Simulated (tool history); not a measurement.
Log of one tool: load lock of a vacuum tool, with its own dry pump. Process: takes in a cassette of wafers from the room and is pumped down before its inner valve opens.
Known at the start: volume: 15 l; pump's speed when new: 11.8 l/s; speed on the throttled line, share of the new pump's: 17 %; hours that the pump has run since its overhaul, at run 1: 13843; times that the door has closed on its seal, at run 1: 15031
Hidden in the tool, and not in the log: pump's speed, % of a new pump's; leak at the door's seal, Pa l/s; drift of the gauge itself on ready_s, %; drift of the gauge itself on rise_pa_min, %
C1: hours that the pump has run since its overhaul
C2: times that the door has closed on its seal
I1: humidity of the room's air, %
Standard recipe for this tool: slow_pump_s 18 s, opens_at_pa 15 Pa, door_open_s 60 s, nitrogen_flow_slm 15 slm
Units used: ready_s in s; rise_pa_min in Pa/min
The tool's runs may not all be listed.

{"run": 1, "day": 0.0, "slow_pump_s": 18, "opens_at_pa": 15, "door_open_s": 60, "nitrogen_flow_slm": 15, "C1": 13843, "C2": 15031, "I1": 49.2, "ready_s": 27.7, "rise_pa_min": 0.074}
{"run": 2, "day": 9.396, "slow_pump_s": 18, "opens_at_pa": 15, "door_open_s": 60, "nitrogen_flow_slm": 15, "C1": 14069, "C2": 15400, "I1": 41.5, "ready_s": 27.7, "rise_pa_min": 0.065}
{"run": 3, "day": 16.988, "slow_pump_s": 18, "opens_at_pa": 15, "door_open_s": 60, "nitrogen_flow_slm": 15, "C1": 14251, "C2": 15698, "I1": 43.5, "ready_s": 27.9, "rise_pa_min": 0.07}
{"run": 4, "day": 28.983, "slow_pump_s": 18, "opens_at_pa": 15, "door_open_s": 60, "nitrogen_flow_slm": 15, "C1": 14539, "C2": 16168, "I1": 41.6, "ready_s": 27.7, "rise_pa_min": 0.072}
{"run": 5, "day": 37.575, "slow_pump_s": 18, "opens_at_pa": 15, "door_open_s": 60, "nitrogen_flow_slm": 15, "C1": 14745, "C2": 16505, "I1": 48.5, "ready_s": 28.1, "rise_pa_min": 0.079}
{"run": 6, "day": 43.729, "slow_pump_s": 18, "opens_at_pa": 15, "door_open_s": 60, "nitrogen_flow_slm": 15, "C1": 14893, "C2": 16747, "I1": 45.8, "ready_s": 28.1, "rise_pa_min": 0.074}
{"run": 7, "day": 52.079, "slow_pump_s": 18, "opens_at_pa": 15, "door_open_s": 60, "nitrogen_flow_slm": 15, "C1": 15093, "C2": 17074, "I1": 40.8, "ready_s": 28.0, "rise_pa_min": 0.073}
{"run": 8, "day": 57.458, "slow_pump_s": 18, "opens_at_pa": 15, "door_open_s": 60, "nitrogen_flow_slm": 15, "C1": 15222, "C2": 17285, "I1": 45.6, "ready_s": 27.9, "rise_pa_min": 0.077}
{"run": 9, "day": 69.612, "slow_pump_s": 30, "opens_at_pa": 29, "door_open_s": 60, "nitrogen_flow_slm": 37, "C1": 15514, "C2": 17762, "I1": 44.9, "ready_s": 36.2, "rise_pa_min": 0.07}
{"run": 10, "day": 82.108, "slow_pump_s": 14, "opens_at_pa": 15, "door_open_s": 42, "nitrogen_flow_slm": 8, "C1": 15814, "C2": 18252, "I1": 43.1, "ready_s": 25.0, "rise_pa_min": 0.081}
{"run": 11, "day": 92.717, "slow_pump_s": 18, "opens_at_pa": 24, "door_open_s": 180, "nitrogen_flow_slm": 34, "C1": 16069, "C2": 18668, "I1": 44.2, "ready_s": 27.4, "rise_pa_min": 0.093}
{"run": 12, "day": 99.396, "slow_pump_s": 18, "opens_at_pa": 24, "door_open_s": 180, "nitrogen_flow_slm": 34, "C1": 16229, "C2": 18930, "I1": 47.5, "ready_s": 27.5, "rise_pa_min": 0.095}
{"run": 13, "day": 108.788, "slow_pump_s": 32, "opens_at_pa": 17, "door_open_s": 181, "nitrogen_flow_slm": 5, "C1": 16454, "C2": 19298, "I1": 43.6, "ready_s": 39.0, "rise_pa_min": 0.129}
{"run": 14, "day": 118.871, "slow_pump_s": 18, "opens_at_pa": 29, "door_open_s": 97, "nitrogen_flow_slm": 16, "C1": 16696, "C2": 19694, "I1": 45.6, "ready_s": 27.4, "rise_pa_min": 0.097}
{"day": 126.979, "done": "dry pump taken out, an overhauled one fitted"}
{"run": 15, "day": 129.367, "slow_pump_s": 24, "opens_at_pa": 13, "door_open_s": 174, "nitrogen_flow_slm": 17, "C1": 57, "C2": 20095, "I1": 48.5, "ready_s": 31.3, "rise_pa_min": 0.121}

Predict each of these 3 candidate next runs independently; none follows another, all start after run 15:
{"run": "A", "day": 135.212, "slow_pump_s": 26, "opens_at_pa": 15, "door_open_s": 133, "nitrogen_flow_slm": 15, "C1": 198, "C2": 20325, "I1": 44.8, "ready_s": "?", "rise_pa_min": "?"}
{"run": "B", "day": 135.212, "slow_pump_s": 18, "opens_at_pa": 15, "door_open_s": 28, "nitrogen_flow_slm": 27, "C1": 198, "C2": 20325, "I1": 41.7, "ready_s": "?", "rise_pa_min": "?"}
{"run": "C", "day": 135.212, "slow_pump_s": 24, "opens_at_pa": 16, "door_open_s": 72, "nitrogen_flow_slm": 12, "C1": 198, "C2": 20325, "I1": 43.7, "ready_s": "?", "rise_pa_min": "?"}

run=A ready_s=32.5 rise_pa_min=0.109
run=B ready_s=26.2 rise_pa_min=0.076
run=C ready_s=31.2 rise_pa_min=0.096
Without the tool's unlogged condition, the same runs would have read:
run=A ready_s=32.6 rise_pa_min=0.053
run=B ready_s=26.2 rise_pa_min=0.019
run=C ready_s=31.2 rise_pa_min=0.040

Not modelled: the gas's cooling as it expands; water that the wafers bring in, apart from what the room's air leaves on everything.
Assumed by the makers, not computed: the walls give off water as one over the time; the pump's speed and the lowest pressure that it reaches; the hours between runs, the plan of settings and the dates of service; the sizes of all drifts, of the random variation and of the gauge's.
